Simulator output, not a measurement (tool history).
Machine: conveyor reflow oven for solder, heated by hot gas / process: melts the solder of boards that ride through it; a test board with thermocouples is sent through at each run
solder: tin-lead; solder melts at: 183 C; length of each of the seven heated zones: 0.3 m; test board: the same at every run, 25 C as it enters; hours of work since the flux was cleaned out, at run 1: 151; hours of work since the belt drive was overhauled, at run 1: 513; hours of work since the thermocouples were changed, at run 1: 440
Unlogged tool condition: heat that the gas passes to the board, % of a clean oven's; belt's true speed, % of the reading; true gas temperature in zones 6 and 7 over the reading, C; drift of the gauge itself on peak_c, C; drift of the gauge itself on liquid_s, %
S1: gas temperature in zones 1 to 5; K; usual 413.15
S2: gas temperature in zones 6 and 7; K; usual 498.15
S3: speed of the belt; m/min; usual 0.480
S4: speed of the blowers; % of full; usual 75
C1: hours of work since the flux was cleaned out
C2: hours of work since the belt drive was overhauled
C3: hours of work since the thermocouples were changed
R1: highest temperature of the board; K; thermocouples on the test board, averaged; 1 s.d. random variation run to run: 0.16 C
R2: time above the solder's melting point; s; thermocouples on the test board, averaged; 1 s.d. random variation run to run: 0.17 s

run    hour      S1      S2     S3  S4   C1    C2   C3      R1    R2
  1     0.0  413.15  498.15  0.480  75  151   513  440  483.95  52.7
  2    42.5  413.15  498.15  0.480  75  182   544  471  483.95  52.5
  3    92.5  413.15  498.15  0.480  75  218   580  507  483.55  52.0
  4   135.5  413.15  498.15  0.480  75  249   611  538  483.15  51.7
  5   176.6  413.15  498.15  0.480  75  279   641  568  483.25  51.3
      200.1  -- flux residue cleaned out of gas plates and filters
  6   266.2  409.15  498.15  0.480  75   48   702  629  483.95  51.5
      326.9  -- thermocouples of zones 6 and 7 changed
  7   327.7  409.15  498.15  0.480  75   91   745    1  485.05  52.2
  8   389.9  428.15  498.15  0.480  75  136   790   46  487.65  62.0
  9   467.8  428.15  498.15  0.480  75  192   846  102  487.05  61.9
 10   519.9  428.15  498.15  0.480  75  230   884  140  486.85  61.8
 11   564.6  428.15  498.15  0.480  75  262   916  172  486.45  61.4
      609.5  -- flux residue cleaned out of gas plates and filters
 12   626.7  410.15  498.15  0.480  75   12   958  213  485.65  53.2
 13   695.6  410.15  498.15  0.430  75   62  1007  263  487.65  62.2
 14   739.2  413.15  498.15  0.480  75   94  1039  295  485.45  53.5
 15   798.4  413.15  498.15  0.480  75  137  1082  338  484.65  53.5
 16   852.6  422.15  498.15  0.480  66  176  1121  377  483.65  56.1
 17   932.1  422.15  498.15  0.480  66  233  1179  434  483.15  55.0
 18  1008.2  413.15  498.15  0.571  75  288  1234  489  477.95  37.4
     1018.3  -- flux residue cleaned out of gas plates and filters
 19  1055.7  413.15  498.15  0.571  75   27  1264  520  480.75  40.7
 20  1114.0  426.15  488.15  0.429  64   69  1307  562  477.85  60.2
 21  1180.9  419.15  498.15  0.496  63  118  1355  611  481.55  50.3
 22  1254.4  413.15  511.15  0.480  69  171  1408  664  493.55  60.3
     1270.8  -- thermocouples of zones 6 and 7 changed
 23  1297.5  413.15  496.15  0.499  75  201  1438   19  481.85  48.9
 24  1349.1  406.15  508.15  0.386  62  238  1475   57  495.05  74.5
 25  1415.9  408.15  498.15  0.403  75  286  1524  105  487.55  66.3
     1428.3  -- flux residue cleaned out of gas plates and filters
 26  1473.8  408.15  498.15  0.403  75   33  1562  143  488.95  68.4
 27  1509.4  422.15  495.15  0.388  75   59  1588  169  488.35  76.8
 28  1590.2  424.15  495.15  0.388  75  117  1646  228  488.05  77.4
     1604.4  -- belt drive overhauled, speed set with a stopwatch
 29  1672.2  424.15  508.15  0.388  75  174    49  284  499.45  84.0

Alternative continuations, all from the tool just after run 29; predict every row:
  A  1735.5  424.15  501.15  0.532  61  219  95  330   ?   ?
  B  1735.5  408.15  508.15  0.449  75  219  95  330   ?   ?
  C  1735.5  420.15  498.15  0.425  75  219  95  330   ?   ?

run      R1    R2
  A  481.35  46.7
  B  493.15  62.0
  C  487.75  66.5
The same runs, with their run-to-run variation unchanged, on a tool lacking any hidden condition would have given:
run      R1    R2
  A  483.75  49.3
  B  495.85  64.1
  C  489.95  68.7

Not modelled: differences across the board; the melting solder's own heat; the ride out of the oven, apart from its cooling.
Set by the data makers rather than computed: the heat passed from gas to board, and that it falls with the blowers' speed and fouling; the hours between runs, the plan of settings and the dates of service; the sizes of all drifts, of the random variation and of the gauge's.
